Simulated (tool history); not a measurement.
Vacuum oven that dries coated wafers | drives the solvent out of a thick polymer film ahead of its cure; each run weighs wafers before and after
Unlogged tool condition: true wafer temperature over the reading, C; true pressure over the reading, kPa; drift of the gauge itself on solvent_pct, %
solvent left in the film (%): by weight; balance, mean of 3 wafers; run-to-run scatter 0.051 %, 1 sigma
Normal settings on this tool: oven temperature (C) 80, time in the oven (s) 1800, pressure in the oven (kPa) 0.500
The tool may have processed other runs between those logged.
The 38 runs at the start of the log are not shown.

| run | hour | oven temperature (C) | time in the oven (s) | pressure in the oven (kPa) | hours of work since the thermocouples were calibrated | hours of work since the vacuum gauge was cleaned of residue | solvent left in the film (%) |
|---|---|---|---|---|---|---|---|
| 39 | 2105.5 | 85 | 1800 | 0.569 | 403 | 1669 | 1.00 |
| 40 | 2162.5 | 67 | 1920 | 0.569 | 440 | 1706 | 3.94 |
| 41 | 2209.6 | 86 | 2760 | 0.896 | 470 | 1737 | 0.86 |
| 42 | 2265.9 | 80 | 1860 | 0.438 | 506 | 1773 | 1.35 |
| 43 | 2310.0 | 80 | 1860 | 0.438 | 535 | 1801 | 1.41 |
| 44 | 2386.7 | 72 | 1140 | 0.283 | 584 | 1851 | 5.12 |
| 45 | 2424.9 | 80 | 960 | 1.045 | 609 | 1876 | 4.39 |
| 46 | 2488.7 | 80 | 960 | 1.045 | 650 | 1917 | 4.39 |

Predict each of these 5 candidate next runs independently; none follows another, all start after run 46:
| A | 2549.0 | 72 | 1020 | 0.481 | 689 | 1956 | ? |
| B | 2549.0 | 80 | 1140 | 1.045 | 689 | 1956 | ? |
| C | 2549.0 | 82 | 1380 | 0.445 | 689 | 1956 | ? |
| D | 2549.0 | 80 | 1200 | 0.500 | 689 | 1956 | ? |
| E | 2549.0 | 79 | 900 | 0.432 | 689 | 1956 | ? |

| run | solvent left in the film (%) |
|---|---|
| A | 5.95 |
| B | 3.61 |
| C | 2.01 |
| D | 3.09 |
| E | 4.85 |
What these runs would have given with no unlogged condition in the tool:
| run | solvent left in the film (%) |
|---|---|
| A | 5.62 |
| B | 3.33 |
| C | 1.69 |
| D | 2.79 |
| E | 4.60 |
